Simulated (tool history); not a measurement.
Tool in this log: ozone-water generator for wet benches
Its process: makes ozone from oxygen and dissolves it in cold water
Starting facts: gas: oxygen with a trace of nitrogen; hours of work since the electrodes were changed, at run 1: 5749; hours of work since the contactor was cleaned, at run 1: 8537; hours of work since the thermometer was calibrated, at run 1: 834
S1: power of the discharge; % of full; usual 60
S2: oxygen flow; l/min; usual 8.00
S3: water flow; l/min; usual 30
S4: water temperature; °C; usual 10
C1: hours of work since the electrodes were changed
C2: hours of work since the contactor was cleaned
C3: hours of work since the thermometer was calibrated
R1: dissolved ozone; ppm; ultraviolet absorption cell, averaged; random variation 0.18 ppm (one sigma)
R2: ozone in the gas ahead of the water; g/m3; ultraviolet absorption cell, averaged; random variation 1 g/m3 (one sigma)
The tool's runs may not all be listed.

| run | hour | S1 | S2 | S3 | S4 | C1 | C2 | C3 | R1 | R2 |
|---|---|---|---|---|---|---|---|---|---|---|
| 1 | 0.0 | 60 | 8.00 | 30 | 10 | 5749 | 8537 | 834 | 21.7 | 162.0 |
| 2 | 175.6 | 60 | 8.00 | 30 | 10 | 5875 | 8663 | 960 | 21.7 | 163.9 |
| 3 | 316.2 | 60 | 8.00 | 30 | 10 | 5976 | 8763 | 1061 | 21.8 | 163.0 |
| 4 | 466.8 | 60 | 8.00 | 30 | 10 | 6084 | 8871 | 1169 | 21.8 | 163.7 |
| 5 | 642.8 | 60 | 8.00 | 30 | 10 | 6210 | 8998 | 1295 | 21.5 | 163.9 |
| 6 | 773.3 | 60 | 8.00 | 30 | 10 | 6304 | 9091 | 1389 | 21.6 | 160.7 |
| 7 | 913.3 | 60 | 8.00 | 30 | 10 | 6404 | 9192 | 1490 | 21.6 | 161.7 |
| 8 | 1030.2 | 60 | 8.00 | 30 | 10 | 6488 | 9276 | 1573 | 20.9 | 162.7 |
| 9 | 1216.2 | 60 | 8.00 | 30 | 10 | 6621 | 9409 | 1707 | 21.4 | 162.0 |
| 10 | 1348.5 | 60 | 5.60 | 30 | 10 | 6716 | 9504 | 1802 | 19.1 | 183.2 |
| 11 | 1433.8 | 44 | 8.00 | 30 | 10 | 6778 | 9565 | 1863 | 17.5 | 136.1 |
| 12 | 1585.9 | 44 | 8.00 | 30 | 10 | 6887 | 9674 | 1972 | 17.8 | 135.1 |
| 13 | 1747.8 | 80 | 11.95 | 30 | 10 | 7003 | 9791 | 2088 | 26.7 | 164.5 |
| 14 | 1906.1 | 50 | 11.95 | 30 | 10 | 7116 | 9904 | 2202 | 20.6 | 125.9 |
| 15 | 2013.4 | 67 | 8.00 | 36 | 8 | 7193 | 9981 | 2279 | 19.2 | 170.3 |
| 16 | 2188.3 | 60 | 7.94 | 23 | 6 | 7319 | 10107 | 2404 | 27.4 | 160.2 |
| 17 | 2391.2 | 60 | 13.19 | 27 | 6 | 7464 | 10252 | 2550 | 26.8 | 134.1 |
| 18 | 2497.3 | 60 | 13.19 | 27 | 6 | 7541 | 10328 | 2626 | 26.7 | 132.4 |

For each run, the measured value with the value that run would have given without the tool's hidden condition subtracted. The run-to-run variation is shared by both, the gauge scatter possibly not:
The hidden state here: yield of the discharge, % of new electrodes'; contactor's efficiency, % of a clean one's; true water temperature over the reading, C; drift of the gauge itself on ozone_ppm, %; drift of the gauge itself on gas_g_m3, %.
| run | R1 | R2 |
|---|---|---|
| 1 | -2.9 | -14.1 |
| 2 | -2.9 | -14.5 |
| 3 | -2.9 | -14.7 |
| 4 | -3.0 | -15.1 |
| 5 | -3.0 | -15.4 |
| 6 | -3.1 | -15.4 |
| 7 | -3.1 | -15.8 |
| 8 | -3.1 | -16.1 |
| 9 | -3.2 | -16.3 |
| 10 | -2.9 | -18.8 |
| 11 | -2.3 | -11.2 |
| 12 | -2.4 | -11.3 |
| 13 | -4.9 | -21.2 |
| 14 | -3.1 | -12.1 |
| 15 | -3.5 | -20.4 |
| 16 | -4.3 | -18.2 |
| 17 | -4.6 | -15.5 |
| 18 | -4.6 | -15.6 |
